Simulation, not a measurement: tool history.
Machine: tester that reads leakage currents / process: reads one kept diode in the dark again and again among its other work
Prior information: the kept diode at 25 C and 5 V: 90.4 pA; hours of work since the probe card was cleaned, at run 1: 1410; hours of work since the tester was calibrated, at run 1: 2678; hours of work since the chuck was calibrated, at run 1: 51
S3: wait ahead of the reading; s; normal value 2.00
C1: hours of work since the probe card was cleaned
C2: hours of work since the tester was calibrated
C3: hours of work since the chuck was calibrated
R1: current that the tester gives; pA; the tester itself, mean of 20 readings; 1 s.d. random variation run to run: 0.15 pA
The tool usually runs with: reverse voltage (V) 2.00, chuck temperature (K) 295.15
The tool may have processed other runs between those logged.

Run 1, hour 0.0: usual settings; C1 1410; C2 2678; C3 51. Result: R1 53.47 pA.
Run 2, hour 64.1: usual settings; C1 1455; C2 2723; C3 95. Result: R1 53.61 pA.
Run 3, hour 157.8: usual settings but S3 7.00 s; C1 1520; C2 2788; C3 161. Result: R1 53.61 pA.
Run 4, hour 241.9: usual settings but chuck temperature (K) 302.15; C1 1579; C2 2847; C3 220. Result: R1 88.74 pA.
At hour 330.8: tester calibrated.
Run 5, hour 337.5: usual settings but chuck temperature (K) 302.15; C1 1645; C2 5; C3 285. Result: R1 86.40 pA.
Run 6, hour 427.0: usual settings but chuck temperature (K) 302.15; C1 1707; C2 67; C3 348. Result: R1 87.16 pA.
Run 7, hour 504.3: usual settings but chuck temperature (K) 302.15; C1 1762; C2 121; C3 402. Result: R1 87.93 pA.
Run 8, hour 554.1: usual settings but chuck temperature (K) 302.15; C1 1796; C2 156; C3 437. Result: R1 88.08 pA.
Run 9, hour 606.6: usual settings but chuck temperature (K) 302.15; C1 1833; C2 193; C3 474. Result: R1 88.05 pA.
Run 10, hour 689.0: usual settings but S3 5.24 s; C1 1891; C2 251; C3 531. Result: R1 53.81 pA.
Run 11, hour 742.9: usual settings but S3 5.24 s; C1 1929; C2 288; C3 569. Result: R1 54.31 pA.
Run 12, hour 823.9: usual settings but S3 5.24 s; C1 1985; C2 345; C3 626. Result: R1 54.28 pA.
Run 13, hour 894.8: usual settings; C1 2035; C2 395; C3 675. Result: R1 54.78 pA.
Run 14, hour 947.2: usual settings; C1 2072; C2 431; C3 712. Result: R1 55.15 pA.
At hour 974.5: probe card cleaned and baked.
Run 15, hour 996.0: usual settings but S3 8.09 s; C1 15; C2 463; C3 744. Result: R1 50.11 pA.
Run 16, hour 1076.8: usual settings but reverse voltage (V) 1.57; C1 72; C2 520; C3 801. Result: R1 45.11 pA.
Run 17, hour 1160.0: usual settings but reverse voltage (V) 1.57; C1 130; C2 578; C3 859. Result: R1 45.70 pA.
Run 18, hour 1259.4: usual settings but reverse voltage (V) 1.57; C1 199; C2 648; C3 929. Result: R1 45.85 pA.
Run 19, hour 1345.8: usual settings but reverse voltage (V) 1.57; C1 260; C2 708; C3 989. Result: R1 46.18 pA.
Run 20, hour 1424.9: usual settings but reverse voltage (V) 4.76, chuck temperature (K) 305.15, S3 1.36 s; C1 315; C2 764; C3 1044. Result: R1 160.24 pA.
Run 21, hour 1484.1: usual settings but reverse voltage (V) 4.76, chuck temperature (K) 305.15, S3 1.36 s; C1 357; C2 805; C3 1086. Result: R1 160.77 pA.
Run 22, hour 1545.6: usual settings but reverse voltage (V) 3.10, S3 0.54 s; C1 400; C2 848; C3 1129. Result: R1 65.00 pA.
Run 23, hour 1639.0: usual settings but reverse voltage (V) 9.03; C1 465; C2 914; C3 1194. Result: R1 106.72 pA.
Run 24, hour 1692.7: usual settings but reverse voltage (V) 9.03; C1 503; C2 951; C3 1232. Result: R1 107.01 pA.
Run 25, hour 1774.4: usual settings but reverse voltage (V) 11.39, chuck temperature (K) 299.15, S3 9.79 s; C1 560; C2 1008; C3 1289. Result: R1 159.69 pA.
Run 26, hour 1860.8: usual settings but reverse voltage (V) 11.39, chuck temperature (K) 299.15, S3 9.79 s; C1 620; C2 1069; C3 1349. Result: R1 159.95 pA.
Run 27, hour 1916.0: usual settings but chuck temperature (K) 306.15, S3 0.30 s; C1 659; C2 1107; C3 1388. Result: R1 120.83 pA.
Run 28, hour 2013.5: usual settings but chuck temperature (K) 306.15, S3 0.30 s; C1 727; C2 1176; C3 1456. Result: R1 120.68 pA.
Run 29, hour 2072.0: usual settings but reverse voltage (V) 7.10, chuck temperature (K) 306.15, S3 0.39 s; C1 768; C2 1217; C3 1497. Result: R1 217.19 pA.
Run 30, hour 2160.9: usual settings but chuck temperature (K) 315.15; C1 830; C2 1279; C3 1560. Result: R1 222.46 pA.
Run 31, hour 2250.2: usual settings but reverse voltage (V) 4.13, chuck temperature (K) 331.15; C1 893; C2 1341; C3 1622. Result: R1 853.64 pA.
Run 32, hour 2342.2: usual settings but reverse voltage (V) 2.42, chuck temperature (K) 307.15; C1 957; C2 1406; C3 1686. Result: R1 141.48 pA.
Run 33, hour 2441.7: usual settings but reverse voltage (V) 1.11, chuck temperature (K) 297.15, S3 0.73 s; C1 1027; C2 1475; C3 1756. Result: R1 48.97 pA.
Run 34, hour 2507.0: usual settings but chuck temperature (K) 302.15; C1 1073; C2 1521; C3 1802. Result: R1 92.15 pA.
At hour 2568.8: chuck's temperature calibrated.
Run 35, hour 2606.5: usual settings but reverse voltage (V) 15.63, chuck temperature (K) 299.15, S3 1.81 s; C1 1141; C2 1589; C3 26. Result: R1 188.57 pA.
Run 36, hour 2650.7: usual settings but reverse voltage (V) 15.63, chuck temperature (K) 299.15, S3 9.05 s; C1 1172; C2 1620; C3 57. Result: R1 187.86 pA.
Run 37, hour 2722.7: usual settings but reverse voltage (V) 7.77, chuck temperature (K) 302.15, S3 7.20 s; C1 1222; C2 1671; C3 108. Result: R1 162.77 pA.
Run 38, hour 2785.2: usual settings but reverse voltage (V) 7.45, S3 0.67 s; C1 1266; C2 1714; C3 151. Result: R1 102.05 pA.

For each entry between runs, how does the tool's hidden state at the last listed run before it compare with that at the first listed run after it?
Logged between run 4 and run 5: tester calibrated (hour 330.8)
  stray current of the dirty probe card, pA a volt: 1.909 -> 1.992; current scale over the true one, %: 2.87 -> -0.04; true chuck temperature over the reading, C: 0.18 -> 0.22
  difference, measured minus the result without the unlogged condition, R1: +7.34 -> +5.21 pA
Logged between run 14 and run 15: probe card cleaned and baked (hour 974.5)
  stray current of the dirty probe card, pA a volt: 2.502 -> 0.043; current scale over the true one, %: 0.4 -> 0.43; true chuck temperature over the reading, C: 0.47 -> 0.49
  difference, measured minus the result without the unlogged condition, R1: +6.95 -> +2.09 pA
Logged between run 34 and run 35: chuck's temperature calibrated (hour 2568.8)
  stray current of the dirty probe card, pA a volt: 1.284 -> 1.363; current scale over the true one, %: 1.49 -> 1.57; true chuck temperature over the reading, C: 1.12 -> -0.03
  difference, measured minus the result without the unlogged condition, R1: +10.84 -> +23.57 pA

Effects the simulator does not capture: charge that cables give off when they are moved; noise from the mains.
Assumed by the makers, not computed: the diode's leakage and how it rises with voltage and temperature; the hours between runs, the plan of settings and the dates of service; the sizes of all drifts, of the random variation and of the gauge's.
